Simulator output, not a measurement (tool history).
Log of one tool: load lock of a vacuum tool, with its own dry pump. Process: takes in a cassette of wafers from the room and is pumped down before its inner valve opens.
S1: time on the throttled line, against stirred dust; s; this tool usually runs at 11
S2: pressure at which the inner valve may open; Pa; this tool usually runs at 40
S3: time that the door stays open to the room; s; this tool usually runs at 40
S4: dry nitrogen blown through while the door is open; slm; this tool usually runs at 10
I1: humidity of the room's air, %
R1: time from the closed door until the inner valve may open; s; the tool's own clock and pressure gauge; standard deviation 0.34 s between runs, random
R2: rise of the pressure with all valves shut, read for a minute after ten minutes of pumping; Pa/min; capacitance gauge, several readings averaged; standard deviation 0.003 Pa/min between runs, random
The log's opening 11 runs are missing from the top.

{"run": 12, "hour": 857.6, "S1": 21, "S2": 40, "S3": 40, "S4": 10, "I1": 45.7, "R1": 35.2, "R2": 0.144}
{"run": 13, "hour": 928.7, "S1": 11, "S2": 40, "S3": 40, "S4": 10, "I1": 42.6, "R1": 28.3, "R2": 0.151}
{"run": 14, "hour": 1017.5, "S1": 11, "S2": 40, "S3": 40, "S4": 10, "I1": 47.0, "R1": 28.5, "R2": 0.152}
{"run": 15, "hour": 1108.2, "S1": 11, "S2": 40, "S3": 40, "S4": 33, "I1": 45.0, "R1": 28.7, "R2": 0.138}
{"run": 16, "hour": 1182.3, "S1": 11, "S2": 40, "S3": 40, "S4": 33, "I1": 45.3, "R1": 28.0, "R2": 0.136}
{"run": 17, "hour": 1279.0, "S1": 11, "S2": 40, "S3": 40, "S4": 10, "I1": 46.4, "R1": 27.7, "R2": 0.166}
{"run": 18, "hour": 1327.2, "S1": 11, "S2": 40, "S3": 40, "S4": 10, "I1": 46.3, "R1": 28.4, "R2": 0.166}
{"run": 19, "hour": 1415.3, "S1": 11, "S2": 40, "S3": 40, "S4": 10, "I1": 45.7, "R1": 28.0, "R2": 0.171}
{"run": 20, "hour": 1514.1, "S1": 8, "S2": 40, "S3": 40, "S4": 10, "I1": 44.1, "R1": 26.0, "R2": 0.168}
{"run": 21, "hour": 1561.7, "S1": 8, "S2": 72, "S3": 40, "S4": 10, "I1": 47.3, "R1": 24.1, "R2": 0.174}
{"run": 22, "hour": 1613.0, "S1": 8, "S2": 72, "S3": 40, "S4": 10, "I1": 45.0, "R1": 24.8, "R2": 0.172}
{"run": 23, "hour": 1666.7, "S1": 13, "S2": 64, "S3": 25, "S4": 15, "I1": 49.9, "R1": 28.6, "R2": 0.169}
{"run": 24, "hour": 1730.7, "S1": 13, "S2": 64, "S3": 25, "S4": 15, "I1": 46.3, "R1": 29.5, "R2": 0.177}
{"run": 25, "hour": 1793.3, "S1": 13, "S2": 64, "S3": 25, "S4": 15, "I1": 41.4, "R1": 28.9, "R2": 0.162}
{"run": 26, "hour": 1885.6, "S1": 13, "S2": 64, "S3": 25, "S4": 15, "I1": 43.4, "R1": 28.3, "R2": 0.176}
{"run": 27, "hour": 1956.8, "S1": 21, "S2": 42, "S3": 40, "S4": 10, "I1": 42.5, "R1": 34.9, "R2": 0.197}
{"run": 28, "hour": 2037.6, "S1": 7, "S2": 73, "S3": 31, "S4": 12, "I1": 46.4, "R1": 25.0, "R2": 0.189}
{"run": 29, "hour": 2105.4, "S1": 9, "S2": 40, "S3": 68, "S4": 10, "I1": 45.7, "R1": 26.8, "R2": 0.211}
{"run": 30, "hour": 2167.5, "S1": 9, "S2": 78, "S3": 40, "S4": 6, "I1": 44.9, "R1": 25.5, "R2": 0.214}
{"run": 31, "hour": 2238.2, "S1": 6, "S2": 40, "S3": 63, "S4": 10, "I1": 43.2, "R1": 25.2, "R2": 0.213}
{"run": 32, "hour": 2320.6, "S1": 11, "S2": 40, "S3": 207, "S4": 10, "I1": 44.0, "R1": 28.7, "R2": 0.264}
{"run": 33, "hour": 2379.1, "S1": 11, "S2": 74, "S3": 40, "S4": 6, "I1": 44.4, "R1": 26.8, "R2": 0.22}
{"run": 34, "hour": 2488.3, "S1": 11, "S2": 51, "S3": 37, "S4": 6, "I1": 43.9, "R1": 28.1, "R2": 0.225}
{"run": 35, "hour": 2577.9, "S1": 11, "S2": 51, "S3": 37, "S4": 6, "I1": 47.3, "R1": 27.8, "R2": 0.224}

Predict each of these 4 candidate next runs independently; none follows another, all start after run 35:
{"run": "A", "hour": 2673.4, "S1": 11, "S2": 51, "S3": 37, "S4": 11, "I1": 42.9, "R1": "?", "R2": "?"}
{"run": "B", "hour": 2673.4, "S1": 9, "S2": 51, "S3": 167, "S4": 10, "I1": 46.2, "R1": "?", "R2": "?"}
{"run": "C", "hour": 2673.4, "S1": 11, "S2": 40, "S3": 32, "S4": 9, "I1": 41.9, "R1": "?", "R2": "?"}
{"run": "D", "hour": 2673.4, "S1": 11, "S2": 40, "S3": 40, "S4": 19, "I1": 45.6, "R1": "?", "R2": "?"}

run=A R1=28.1 R2=0.219
run=B R1=26.3 R2=0.271
run=C R1=28.5 R2=0.219
run=D R1=28.7 R2=0.217
With no hidden state in the tool, these same runs would have given:
run=A R1=27.3 R2=0.036
run=B R1=25.5 R2=0.089
run=C R1=27.7 R2=0.040
run=D R1=27.9 R2=0.033
